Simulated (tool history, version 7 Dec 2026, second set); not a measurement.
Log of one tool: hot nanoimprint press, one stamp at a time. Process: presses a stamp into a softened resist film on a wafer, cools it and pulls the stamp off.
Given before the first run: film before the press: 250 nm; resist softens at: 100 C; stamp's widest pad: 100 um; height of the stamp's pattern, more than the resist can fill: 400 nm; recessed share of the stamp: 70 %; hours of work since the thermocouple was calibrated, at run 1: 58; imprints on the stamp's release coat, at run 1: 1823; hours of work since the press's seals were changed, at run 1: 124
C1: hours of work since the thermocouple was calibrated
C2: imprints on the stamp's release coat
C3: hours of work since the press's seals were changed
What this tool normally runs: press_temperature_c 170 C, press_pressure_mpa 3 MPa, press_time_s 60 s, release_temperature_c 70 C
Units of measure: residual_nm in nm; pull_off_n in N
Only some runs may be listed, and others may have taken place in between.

{"run": 1, "hour": 0.0, "press_temperature_c": 170, "press_pressure_mpa": 3, "press_time_s": 60, "release_temperature_c": 70, "C1": 58, "C2": 1823, "C3": 124, "residual_nm": 100.6, "pull_off_n": 278}
{"run": 2, "hour": 20.3, "press_temperature_c": 170, "press_pressure_mpa": 3, "press_time_s": 60, "release_temperature_c": 70, "C1": 73, "C2": 1928, "C3": 139, "residual_nm": 101, "pull_off_n": 293}
{"run": 3, "hour": 40.8, "press_temperature_c": 170, "press_pressure_mpa": 3, "press_time_s": 60, "release_temperature_c": 58, "C1": 88, "C2": 2036, "C3": 154, "residual_nm": 100.5, "pull_off_n": 337}
{"run": 4, "hour": 58.9, "press_temperature_c": 170, "press_pressure_mpa": 4.18, "press_time_s": 60, "release_temperature_c": 70, "C1": 102, "C2": 2130, "C3": 167, "residual_nm": 85.7, "pull_off_n": 309}
{"hour": 83.4, "done": "stamp cleaned and given a new release coat"}
{"run": 5, "hour": 88.9, "press_temperature_c": 170, "press_pressure_mpa": 3, "press_time_s": 60, "release_temperature_c": 70, "C1": 119, "C2": 29, "C3": 185, "residual_nm": 100.6, "pull_off_n": 154}
{"run": 6, "hour": 104.2, "press_temperature_c": 170, "press_pressure_mpa": 3, "press_time_s": 60, "release_temperature_c": 70, "C1": 130, "C2": 108, "C3": 196, "residual_nm": 101.1, "pull_off_n": 162}
{"run": 7, "hour": 125.8, "press_temperature_c": 170, "press_pressure_mpa": 3, "press_time_s": 60, "release_temperature_c": 70, "C1": 146, "C2": 221, "C3": 212, "residual_nm": 101.1, "pull_off_n": 169}
{"run": 8, "hour": 146.0, "press_temperature_c": 169, "press_pressure_mpa": 3, "press_time_s": 60, "release_temperature_c": 70, "C1": 161, "C2": 327, "C3": 226, "residual_nm": 105, "pull_off_n": 177}
{"hour": 150.8, "done": "plate thermocouple calibrated"}
{"run": 9, "hour": 161.3, "press_temperature_c": 169, "press_pressure_mpa": 3, "press_time_s": 60, "release_temperature_c": 70, "C1": 8, "C2": 391, "C3": 235, "residual_nm": 105.6, "pull_off_n": 179}
{"run": 10, "hour": 181.6, "press_temperature_c": 169, "press_pressure_mpa": 3, "press_time_s": 60, "release_temperature_c": 70, "C1": 23, "C2": 497, "C3": 250, "residual_nm": 105.2, "pull_off_n": 187}
{"run": 11, "hour": 199.0, "press_temperature_c": 169, "press_pressure_mpa": 3, "press_time_s": 60, "release_temperature_c": 70, "C1": 35, "C2": 588, "C3": 263, "residual_nm": 105.3, "pull_off_n": 194}
{"hour": 219.7, "done": "plate thermocouple calibrated, once more"}
{"run": 12, "hour": 220.2, "press_temperature_c": 170, "press_pressure_mpa": 3, "press_time_s": 60, "release_temperature_c": 70, "C1": 0, "C2": 683, "C3": 276, "residual_nm": 101.5, "pull_off_n": 202}
{"run": 13, "hour": 237.3, "press_temperature_c": 170, "press_pressure_mpa": 3.34, "press_time_s": 60, "release_temperature_c": 70, "C1": 13, "C2": 772, "C3": 289, "residual_nm": 96.7, "pull_off_n": 198}
{"run": 14, "hour": 260.5, "press_temperature_c": 170, "press_pressure_mpa": 3, "press_time_s": 60, "release_temperature_c": 70, "C1": 30, "C2": 893, "C3": 306, "residual_nm": 101.7, "pull_off_n": 215}
{"run": 15, "hour": 284.1, "press_temperature_c": 170, "press_pressure_mpa": 3, "press_time_s": 60, "release_temperature_c": 70, "C1": 47, "C2": 1017, "C3": 323, "residual_nm": 102.3, "pull_off_n": 219}
{"run": 16, "hour": 309.1, "press_temperature_c": 170, "press_pressure_mpa": 3, "press_time_s": 60, "release_temperature_c": 70, "C1": 65, "C2": 1147, "C3": 341, "residual_nm": 102.3, "pull_off_n": 230}
{"run": 17, "hour": 329.7, "press_temperature_c": 170, "press_pressure_mpa": 3, "press_time_s": 60, "release_temperature_c": 70, "C1": 81, "C2": 1255, "C3": 356, "residual_nm": 102.3, "pull_off_n": 237}
{"run": 18, "hour": 352.1, "press_temperature_c": 170, "press_pressure_mpa": 3, "press_time_s": 60, "release_temperature_c": 64, "C1": 97, "C2": 1372, "C3": 373, "residual_nm": 102.3, "pull_off_n": 268}
{"run": 19, "hour": 380.3, "press_temperature_c": 170, "press_pressure_mpa": 3, "press_time_s": 60, "release_temperature_c": 64, "C1": 118, "C2": 1519, "C3": 394, "residual_nm": 102.5, "pull_off_n": 267}
{"run": 20, "hour": 401.0, "press_temperature_c": 170, "press_pressure_mpa": 2.11, "press_time_s": 62, "release_temperature_c": 64, "C1": 133, "C2": 1627, "C3": 409, "residual_nm": 118.4, "pull_off_n": 282}
{"run": 21, "hour": 423.7, "press_temperature_c": 163, "press_pressure_mpa": 2.81, "press_time_s": 70, "release_temperature_c": 64, "C1": 149, "C2": 1746, "C3": 425, "residual_nm": 129.1, "pull_off_n": 291}
{"run": 22, "hour": 447.1, "press_temperature_c": 165, "press_pressure_mpa": 4.61, "press_time_s": 102, "release_temperature_c": 61, "C1": 166, "C2": 1868, "C3": 442, "residual_nm": 82.4, "pull_off_n": 308}
{"run": 23, "hour": 459.9, "press_temperature_c": 162, "press_pressure_mpa": 1.88, "press_time_s": 60, "release_temperature_c": 61, "C1": 176, "C2": 1935, "C3": 452, "residual_nm": 163.3, "pull_off_n": 335}
{"run": 24, "hour": 487.3, "press_temperature_c": 163, "press_pressure_mpa": 3.83, "press_time_s": 71, "release_temperature_c": 70, "C1": 196, "C2": 2078, "C3": 472, "residual_nm": 112.5, "pull_off_n": 292}
{"run": 25, "hour": 513.7, "press_temperature_c": 167, "press_pressure_mpa": 4.1, "press_time_s": 80, "release_temperature_c": 64, "C1": 215, "C2": 2216, "C3": 491, "residual_nm": 89.3, "pull_off_n": 332}
{"hour": 522.0, "done": "stamp cleaned and given a new release coat"}
{"run": 26, "hour": 531.9, "press_temperature_c": 159, "press_pressure_mpa": 3, "press_time_s": 97, "release_temperature_c": 72, "C1": 224, "C2": 51, "C3": 500, "residual_nm": 130.8, "pull_off_n": 156}
{"run": 27, "hour": 543.3, "press_temperature_c": 159, "press_pressure_mpa": 3.85, "press_time_s": 43, "release_temperature_c": 61, "C1": 233, "C2": 111, "C3": 508, "residual_nm": 154.3, "pull_off_n": 176}
{"run": 28, "hour": 571.4, "press_temperature_c": 159, "press_pressure_mpa": 3.85, "press_time_s": 43, "release_temperature_c": 61, "C1": 253, "C2": 258, "C3": 529, "residual_nm": 154.6, "pull_off_n": 195}
{"hour": 587.9, "done": "press's hydraulic seals changed and the load cell set to zero"}
{"run": 29, "hour": 596.4, "press_temperature_c": 159, "press_pressure_mpa": 3.85, "press_time_s": 43, "release_temperature_c": 61, "C1": 266, "C2": 347, "C3": 6, "residual_nm": 152.9, "pull_off_n": 201}
{"run": 30, "hour": 624.0, "press_temperature_c": 159, "press_pressure_mpa": 3.85, "press_time_s": 43, "release_temperature_c": 61, "C1": 286, "C2": 491, "C3": 26, "residual_nm": 153.4, "pull_off_n": 207}
{"run": 31, "hour": 645.7, "press_temperature_c": 159, "press_pressure_mpa": 3.85, "press_time_s": 43, "release_temperature_c": 61, "C1": 302, "C2": 604, "C3": 42, "residual_nm": 153.5, "pull_off_n": 218}

Results per run with the tool's hidden condition removed, run-to-run variation unchanged:
The tool's hidden condition here consists of: true temperature over the reading, C; pressure that arrives at the usual setting, %; grip of the stamp's worn release coat, % over a new coat's; drift of the gauge itself on residual_nm, %; drift of the gauge itself on pull_off_n, %.
run=1 residual_nm=100.2 pull_off_n=154
run=2 residual_nm=100.5 pull_off_n=158
run=3 residual_nm=99.9 pull_off_n=177
run=4 residual_nm=84.8 pull_off_n=158
run=5 residual_nm=99.8 pull_off_n=152
run=6 residual_nm=100.2 pull_off_n=155
run=7 residual_nm=100.1 pull_off_n=155
run=8 residual_nm=103.8 pull_off_n=157
run=9 residual_nm=104.3 pull_off_n=154
run=10 residual_nm=103.8 pull_off_n=156
run=11 residual_nm=103.8 pull_off_n=156
run=12 residual_nm=100.1 pull_off_n=157
run=13 residual_nm=95.1 pull_off_n=150
run=14 residual_nm=100 pull_off_n=155
run=15 residual_nm=100.5 pull_off_n=153
run=16 residual_nm=100.3 pull_off_n=154
run=17 residual_nm=100.2 pull_off_n=153
run=18 residual_nm=100.1 pull_off_n=168
run=19 residual_nm=100.1 pull_off_n=161
run=20 residual_nm=116 pull_off_n=164
run=21 residual_nm=126 pull_off_n=163
run=22 residual_nm=79.5 pull_off_n=167
run=23 residual_nm=160.3 pull_off_n=179
run=24 residual_nm=108.9 pull_off_n=151
run=25 residual_nm=86.1 pull_off_n=165
run=26 residual_nm=126.9 pull_off_n=152
run=27 residual_nm=149.9 pull_off_n=168
run=28 residual_nm=150 pull_off_n=176
run=29 residual_nm=149.7 pull_off_n=176
run=30 residual_nm=149.9 pull_off_n=172
run=31 residual_nm=149.9 pull_off_n=174
